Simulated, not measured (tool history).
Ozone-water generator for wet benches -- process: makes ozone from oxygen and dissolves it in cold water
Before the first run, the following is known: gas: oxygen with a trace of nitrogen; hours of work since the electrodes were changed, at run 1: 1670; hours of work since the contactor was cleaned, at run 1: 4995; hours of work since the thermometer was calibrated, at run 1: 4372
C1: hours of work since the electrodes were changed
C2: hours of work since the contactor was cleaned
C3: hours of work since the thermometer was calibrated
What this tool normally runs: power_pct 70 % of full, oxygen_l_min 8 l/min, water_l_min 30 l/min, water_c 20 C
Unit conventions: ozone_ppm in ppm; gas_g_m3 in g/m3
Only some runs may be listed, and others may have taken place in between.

{"run": 1, "hour": 0.0, "power_pct": 70, "oxygen_l_min": 8, "water_l_min": 30, "water_c": 20, "C1": 1670, "C2": 4995, "C3": 4372, "ozone_ppm": 23.1, "gas_g_m3": 201.3}
{"run": 2, "hour": 36.2, "power_pct": 70, "oxygen_l_min": 8, "water_l_min": 30, "water_c": 20, "C1": 1692, "C2": 5017, "C3": 4394, "ozone_ppm": 23, "gas_g_m3": 202.3}
{"run": 3, "hour": 99.2, "power_pct": 70, "oxygen_l_min": 8, "water_l_min": 30, "water_c": 20, "C1": 1730, "C2": 5055, "C3": 4432, "ozone_ppm": 23.2, "gas_g_m3": 201.2}
{"run": 4, "hour": 180.9, "power_pct": 70, "oxygen_l_min": 8, "water_l_min": 30, "water_c": 20, "C1": 1780, "C2": 5105, "C3": 4481, "ozone_ppm": 22.9, "gas_g_m3": 201.6}
{"run": 5, "hour": 261.1, "power_pct": 70, "oxygen_l_min": 8, "water_l_min": 30, "water_c": 20, "C1": 1828, "C2": 5154, "C3": 4530, "ozone_ppm": 23.2, "gas_g_m3": 204.9}
{"run": 6, "hour": 319.1, "power_pct": 70, "oxygen_l_min": 8, "water_l_min": 30, "water_c": 20, "C1": 1864, "C2": 5189, "C3": 4565, "ozone_ppm": 23.2, "gas_g_m3": 203.8}
{"run": 7, "hour": 372.1, "power_pct": 70, "oxygen_l_min": 8, "water_l_min": 30, "water_c": 20, "C1": 1896, "C2": 5221, "C3": 4598, "ozone_ppm": 23, "gas_g_m3": 204}
{"run": 8, "hour": 455.2, "power_pct": 70, "oxygen_l_min": 8, "water_l_min": 30, "water_c": 20, "C1": 1946, "C2": 5272, "C3": 4648, "ozone_ppm": 22.8, "gas_g_m3": 204.8}
{"run": 9, "hour": 539.1, "power_pct": 70, "oxygen_l_min": 8, "water_l_min": 30, "water_c": 20, "C1": 1997, "C2": 5323, "C3": 4699, "ozone_ppm": 23.4, "gas_g_m3": 204.3}
{"run": 10, "hour": 592.3, "power_pct": 71, "oxygen_l_min": 8, "water_l_min": 27, "water_c": 20, "C1": 2030, "C2": 5355, "C3": 4731, "ozone_ppm": 25.2, "gas_g_m3": 206.2}
{"run": 11, "hour": 669.8, "power_pct": 64, "oxygen_l_min": 8, "water_l_min": 27, "water_c": 12, "C1": 2077, "C2": 5402, "C3": 4779, "ozone_ppm": 26.6, "gas_g_m3": 193.2}
{"run": 12, "hour": 715.6, "power_pct": 50, "oxygen_l_min": 8, "water_l_min": 23, "water_c": 20, "C1": 2104, "C2": 5430, "C3": 4806, "ozone_ppm": 22.7, "gas_g_m3": 166.2}
{"run": 13, "hour": 774.9, "power_pct": 70, "oxygen_l_min": 13.04, "water_l_min": 30, "water_c": 20, "C1": 2141, "C2": 5466, "C3": 4842, "ozone_ppm": 25.1, "gas_g_m3": 176.9}
{"run": 14, "hour": 844.3, "power_pct": 70, "oxygen_l_min": 13.04, "water_l_min": 30, "water_c": 20, "C1": 2183, "C2": 5508, "C3": 4885, "ozone_ppm": 25.2, "gas_g_m3": 175.7}
{"run": 15, "hour": 893.1, "power_pct": 70, "oxygen_l_min": 4.43, "water_l_min": 30, "water_c": 24, "C1": 2212, "C2": 5538, "C3": 4914, "ozone_ppm": 18.8, "gas_g_m3": 251.3}

Consider 3 possible next runs. They are alternatives, not a sequence: every one starts from the tool as it was left by run 15. What does each give?
{"run": "A", "hour": 966.2, "power_pct": 70, "oxygen_l_min": 4.16, "water_l_min": 31, "water_c": 24, "C1": 2257, "C2": 5582, "C3": 4959, "ozone_ppm": "?", "gas_g_m3": "?"}
{"run": "B", "hour": 966.2, "power_pct": 75, "oxygen_l_min": 12.92, "water_l_min": 30, "water_c": 20, "C1": 2257, "C2": 5582, "C3": 4959, "ozone_ppm": "?", "gas_g_m3": "?"}
{"run": "C", "hour": 966.2, "power_pct": 52, "oxygen_l_min": 4.95, "water_l_min": 30, "water_c": 24, "C1": 2257, "C2": 5582, "C3": 4959, "ozone_ppm": "?", "gas_g_m3": "?"}

run=A ozone_ppm=18 gas_g_m3=256.6
run=B ozone_ppm=26.3 gas_g_m3=186.9
run=C ozone_ppm=15.6 gas_g_m3=200
Take away the tool's hidden state, keep each run's random variation, and the runs would have read:
run=A ozone_ppm=18 gas_g_m3=250.6
run=B ozone_ppm=26.4 gas_g_m3=182.5
run=C ozone_ppm=15.6 gas_g_m3=195.3
